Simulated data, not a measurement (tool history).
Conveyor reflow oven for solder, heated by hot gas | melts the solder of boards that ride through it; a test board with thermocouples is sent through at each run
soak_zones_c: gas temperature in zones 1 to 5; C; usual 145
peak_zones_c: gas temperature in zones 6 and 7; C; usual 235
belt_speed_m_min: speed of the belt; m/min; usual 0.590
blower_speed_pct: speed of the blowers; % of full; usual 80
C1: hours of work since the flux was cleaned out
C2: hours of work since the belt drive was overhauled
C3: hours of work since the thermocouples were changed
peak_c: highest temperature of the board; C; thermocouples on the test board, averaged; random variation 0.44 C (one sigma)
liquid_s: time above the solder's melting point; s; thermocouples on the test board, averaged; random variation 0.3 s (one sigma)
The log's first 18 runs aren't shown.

run 19 hour=537.7 | soak_zones_c=145 peak_zones_c=235 belt_speed_m_min=0.650 blower_speed_pct=84 | C1=54 C2=151 C3=376 | peak_c=224.7 liquid_s=63.1
run 20 hour=578.3 | soak_zones_c=150 peak_zones_c=224 belt_speed_m_min=0.539 blower_speed_pct=52 | C1=76 C2=173 C3=397 | peak_c=213.1 liquid_s=69.4
run 21 hour=603.4 | soak_zones_c=145 peak_zones_c=235 belt_speed_m_min=0.624 blower_speed_pct=80 | C1=89 C2=186 C3=410 | peak_c=224.8 liquid_s=65.6
run 22 hour=626.4 | soak_zones_c=156 peak_zones_c=223 belt_speed_m_min=0.661 blower_speed_pct=80 | C1=101 C2=198 C3=423 | peak_c=213.5 liquid_s=60.6
run 23 hour=649.3 | soak_zones_c=156 peak_zones_c=223 belt_speed_m_min=0.661 blower_speed_pct=80 | C1=113 C2=210 C3=435 | peak_c=214.0 liquid_s=59.7
run 24 hour=682.9 | soak_zones_c=145 peak_zones_c=235 belt_speed_m_min=0.665 blower_speed_pct=66 | C1=131 C2=228 C3=452 | peak_c=219.1 liquid_s=58.1
run 25 hour=712.8 | soak_zones_c=145 peak_zones_c=235 belt_speed_m_min=0.676 blower_speed_pct=68 | C1=147 C2=244 C3=468 | peak_c=221.0 liquid_s=57.2
run 26 hour=751.8 | soak_zones_c=134 peak_zones_c=235 belt_speed_m_min=0.676 blower_speed_pct=50 | C1=168 C2=264 C3=489 | peak_c=211.0 liquid_s=46.1
run 27 hour=784.4 | soak_zones_c=145 peak_zones_c=231 belt_speed_m_min=0.612 blower_speed_pct=62 | C1=185 C2=282 C3=506 | peak_c=218.3 liquid_s=61.8
run 28 hour=803.4 | soak_zones_c=145 peak_zones_c=232 belt_speed_m_min=0.581 blower_speed_pct=62 | C1=195 C2=292 C3=516 | peak_c=220.7 liquid_s=67.4
run 29 hour=829.6 | soak_zones_c=145 peak_zones_c=236 belt_speed_m_min=0.590 blower_speed_pct=75 | C1=209 C2=305 C3=530 | peak_c=226.4 liquid_s=70.3
run 30 hour=854.7 | soak_zones_c=153 peak_zones_c=236 belt_speed_m_min=0.602 blower_speed_pct=75 | C1=222 C2=319 C3=543 | peak_c=226.6 liquid_s=72.3

Forecast each of these 4 alternatives for the next run:
run A hour=881.9 | soak_zones_c=154 peak_zones_c=235 belt_speed_m_min=0.679 blower_speed_pct=80 | C1=236 C2=333 C3=558 | peak_c=? liquid_s=?
run B hour=881.9 | soak_zones_c=153 peak_zones_c=236 belt_speed_m_min=0.490 blower_speed_pct=75 | C1=236 C2=333 C3=558 | peak_c=? liquid_s=?
run C hour=881.9 | soak_zones_c=150 peak_zones_c=247 belt_speed_m_min=0.562 blower_speed_pct=75 | C1=236 C2=333 C3=558 | peak_c=? liquid_s=?
run D hour=881.9 | soak_zones_c=153 peak_zones_c=236 belt_speed_m_min=0.598 blower_speed_pct=60 | C1=236 C2=333 C3=558 | peak_c=? liquid_s=?

run=A peak_c=223.1 liquid_s=63.2
run=B peak_c=231.5 liquid_s=92.0
run=C peak_c=238.2 liquid_s=82.7
run=D peak_c=222.7 liquid_s=71.0
Without the tool's hidden state the same runs would have given:
run=A peak_c=222.4 liquid_s=62.8
run=B peak_c=230.5 liquid_s=91.3
run=C peak_c=237.3 liquid_s=82.1
run=D peak_c=221.8 liquid_s=70.4

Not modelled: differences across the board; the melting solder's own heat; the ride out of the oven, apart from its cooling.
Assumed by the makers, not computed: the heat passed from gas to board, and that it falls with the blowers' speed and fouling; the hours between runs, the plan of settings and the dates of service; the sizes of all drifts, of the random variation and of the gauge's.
